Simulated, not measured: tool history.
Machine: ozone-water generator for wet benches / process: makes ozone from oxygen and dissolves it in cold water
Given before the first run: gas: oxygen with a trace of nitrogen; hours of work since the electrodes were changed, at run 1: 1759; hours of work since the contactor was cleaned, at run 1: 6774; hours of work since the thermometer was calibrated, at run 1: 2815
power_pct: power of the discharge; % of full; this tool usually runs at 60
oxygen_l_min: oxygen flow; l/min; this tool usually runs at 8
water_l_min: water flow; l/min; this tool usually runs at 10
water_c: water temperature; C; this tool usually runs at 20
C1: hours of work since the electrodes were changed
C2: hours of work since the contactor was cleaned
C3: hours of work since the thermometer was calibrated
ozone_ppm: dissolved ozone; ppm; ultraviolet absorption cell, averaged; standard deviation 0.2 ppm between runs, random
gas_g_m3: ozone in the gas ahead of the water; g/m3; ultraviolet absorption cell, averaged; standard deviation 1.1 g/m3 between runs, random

Run 1, hour 0: usual settings; C1 1759; C2 6774; C3 2815. Result: ozone_ppm 28.3 ppm, gas_g_m3 186 g/m3.
Run 2, hour 103.3: usual settings; C1 1852; C2 6867; C3 2908. Result: ozone_ppm 28.1 ppm, gas_g_m3 186.6 g/m3.
Run 3, hour 227.6: usual settings; C1 1963; C2 6978; C3 3019. Result: ozone_ppm 27.9 ppm, gas_g_m3 187.1 g/m3.
At hour 246.9: water thermometer calibrated.
Run 4, hour 439.1: usual settings; C1 2152; C2 7166; C3 172. Result: ozone_ppm 28.3 ppm, gas_g_m3 185.6 g/m3.
Run 5, hour 568.7: usual settings; C1 2268; C2 7282; C3 288. Result: ozone_ppm 28.2 ppm, gas_g_m3 185 g/m3.
Run 6, hour 719.1: usual settings but oxygen_l_min 6 l/min; C1 2402; C2 7417; C3 422. Result: ozone_ppm 29.9 ppm, gas_g_m3 215.7 g/m3.
Run 7, hour 860.7: usual settings; C1 2529; C2 7543; C3 549. Result: ozone_ppm 28.2 ppm, gas_g_m3 187.4 g/m3.
Run 8, hour 1072.2: usual settings; C1 2718; C2 7732; C3 738. Result: ozone_ppm 28.2 ppm, gas_g_m3 184.4 g/m3.
Run 9, hour 1277.6: usual settings; C1 2901; C2 7916; C3 922. Result: ozone_ppm 28 ppm, gas_g_m3 184.7 g/m3.
Run 10, hour 1437.8: usual settings; C1 3045; C2 8059; C3 1065. Result: ozone_ppm 28.3 ppm, gas_g_m3 185.5 g/m3.
Run 11, hour 1569.3: usual settings but power_pct 61 % of full; C1 3162; C2 8177; C3 1183. Result: ozone_ppm 28.8 ppm, gas_g_m3 186.7 g/m3.
Run 12, hour 1710.6: usual settings but power_pct 61 % of full; C1 3289; C2 8303; C3 1309. Result: ozone_ppm 28.8 ppm, gas_g_m3 188.6 g/m3.
Run 13, hour 1892.3: usual settings but power_pct 61 % of full; C1 3451; C2 8466; C3 1471. Result: ozone_ppm 28.6 ppm, gas_g_m3 186.5 g/m3.
Run 14, hour 2030.9: usual settings but power_pct 98 % of full, oxygen_l_min 9.25 l/min, water_c 23 C; C1 3575; C2 8590; C3 1595. Result: ozone_ppm 39.4 ppm, gas_g_m3 270.9 g/m3.
At hour 2125.3: contactor cleaned.
Run 15, hour 2175.8: usual settings but power_pct 67 % of full, oxygen_l_min 9.25 l/min, water_c 14 C; C1 3701; C2 45; C3 1721. Result: ozone_ppm 34.7 ppm, gas_g_m3 191.2 g/m3.
Run 16, hour 2340.7: usual settings but power_pct 67 % of full, oxygen_l_min 13.78 l/min, water_l_min 6 l/min, water_c 24 C; C1 3849; C2 193; C3 1869. Result: ozone_ppm 30.7 ppm, gas_g_m3 156.9 g/m3.
Run 17, hour 2457.3: usual settings but power_pct 69 % of full, oxygen_l_min 13.78 l/min, water_l_min 6 l/min, water_c 24 C; C1 3953; C2 297; C3 1973. Result: ozone_ppm 31.7 ppm, gas_g_m3 161.2 g/m3.
Run 18, hour 2674.5: usual settings but power_pct 82 % of full, oxygen_l_min 7.05 l/min, water_l_min 14 l/min, water_c 17 C; C1 4147; C2 491; C3 2167. Result: ozone_ppm 31.2 ppm, gas_g_m3 261.4 g/m3.

Expected results for the next run?
Run 19, hour 2861: usual settings but water_l_min 8 l/min; C1 4314; C2 658; C3 2334. Result: ozone_ppm ?, gas_g_m3 ?.

ozone_ppm: 32.3 ppm
gas_g_m3: 187.2 g/m3
Without the tool's hidden state the same run would have given ozone_ppm 32.3 ppm, gas_g_m3 187.2 g/m3.
